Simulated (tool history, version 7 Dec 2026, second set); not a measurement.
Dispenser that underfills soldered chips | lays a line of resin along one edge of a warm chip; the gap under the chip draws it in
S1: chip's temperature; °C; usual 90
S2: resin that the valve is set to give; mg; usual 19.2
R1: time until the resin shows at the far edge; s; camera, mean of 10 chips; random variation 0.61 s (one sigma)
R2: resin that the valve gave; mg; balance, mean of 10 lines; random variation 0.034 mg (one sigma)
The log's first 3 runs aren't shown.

{"hour": 28.2, "done": "new syringe of resin"}
{"hour": 29.2, "done": "dispensing valve cleaned and set on the balance"}
{"run": 4, "hour": 32.4, "S1": 90, "S2": 19.2, "R1": 60.3, "R2": 19.24}
{"hour": 40.0, "done": "new syringe of resin"}
{"run": 5, "hour": 40.0, "S1": 90, "S2": 20.7, "R1": 54.8, "R2": 20.68}
{"run": 6, "hour": 46.4, "S1": 104, "S2": 19.2, "R1": 40.3, "R2": 19.18}
{"hour": 51.1, "done": "new syringe of resin"}
{"run": 7, "hour": 60.1, "S1": 104, "S2": 19.2, "R1": 41.3, "R2": 19.07}
{"hour": 61.5, "done": "new syringe of resin"}
{"hour": 72.0, "done": "new syringe of resin"}
{"run": 8, "hour": 73.2, "S1": 104, "S2": 19.2, "R1": 35.4, "R2": 19.0}
{"hour": 82.5, "done": "new syringe of resin"}
{"run": 9, "hour": 82.5, "S1": 104, "S2": 19.2, "R1": 34.9, "R2": 18.97}
{"hour": 92.9, "done": "new syringe of resin"}
{"run": 10, "hour": 96.6, "S1": 104, "S2": 19.2, "R1": 37.6, "R2": 18.93}
{"run": 11, "hour": 102.8, "S1": 104, "S2": 19.2, "R1": 41.9, "R2": 18.88}
{"hour": 104.4, "done": "new syringe of resin"}
{"run": 12, "hour": 113.6, "S1": 104, "S2": 19.2, "R1": 42.1, "R2": 18.83}
{"hour": 115.1, "done": "new syringe of resin"}
{"hour": 116.8, "done": "dispensing valve cleaned and set on the balance"}
{"run": 13, "hour": 125.5, "S1": 104, "S2": 19.2, "R1": 43.8, "R2": 19.13}
{"hour": 126.6, "done": "new syringe of resin"}
{"hour": 137.1, "done": "new syringe of resin"}
{"run": 14, "hour": 139.5, "S1": 104, "S2": 19.2, "R1": 37.4, "R2": 19.07}
{"hour": 147.7, "done": "new syringe of resin"}
{"run": 15, "hour": 148.3, "S1": 82, "S2": 19.2, "R1": 74.5, "R2": 19.06}
{"hour": 158.5, "done": "new syringe of resin"}
{"run": 16, "hour": 158.7, "S1": 82, "S2": 19.2, "R1": 71.4, "R2": 19.02}
{"run": 17, "hour": 167.6, "S1": 82, "S2": 19.2, "R1": 87.5, "R2": 18.93}
{"hour": 169.3, "done": "new syringe of resin"}
{"run": 18, "hour": 179.3, "S1": 93, "S2": 19.2, "R1": 59.9, "R2": 18.86}
{"hour": 181.0, "done": "new syringe of resin"}
{"hour": 191.5, "done": "new syringe of resin"}
{"run": 19, "hour": 192.0, "S1": 91, "S2": 18.0, "R1": 55.2, "R2": 17.69}

Forecast run 20:
{"hour": 202.6, "done": "new syringe of resin"}
{"hour": 204.8, "done": "dispensing valve cleaned and set on the balance"}
{"run": 20, "hour": 208.2, "S1": 84, "S2": 18.4, "R1": "?", "R2": "?"}

Run 20 gave R1 75.1 s, R2 18.32 mg.
Without the tool's hidden state the same run would have given R1 65.8 s, R2 18.36 mg.

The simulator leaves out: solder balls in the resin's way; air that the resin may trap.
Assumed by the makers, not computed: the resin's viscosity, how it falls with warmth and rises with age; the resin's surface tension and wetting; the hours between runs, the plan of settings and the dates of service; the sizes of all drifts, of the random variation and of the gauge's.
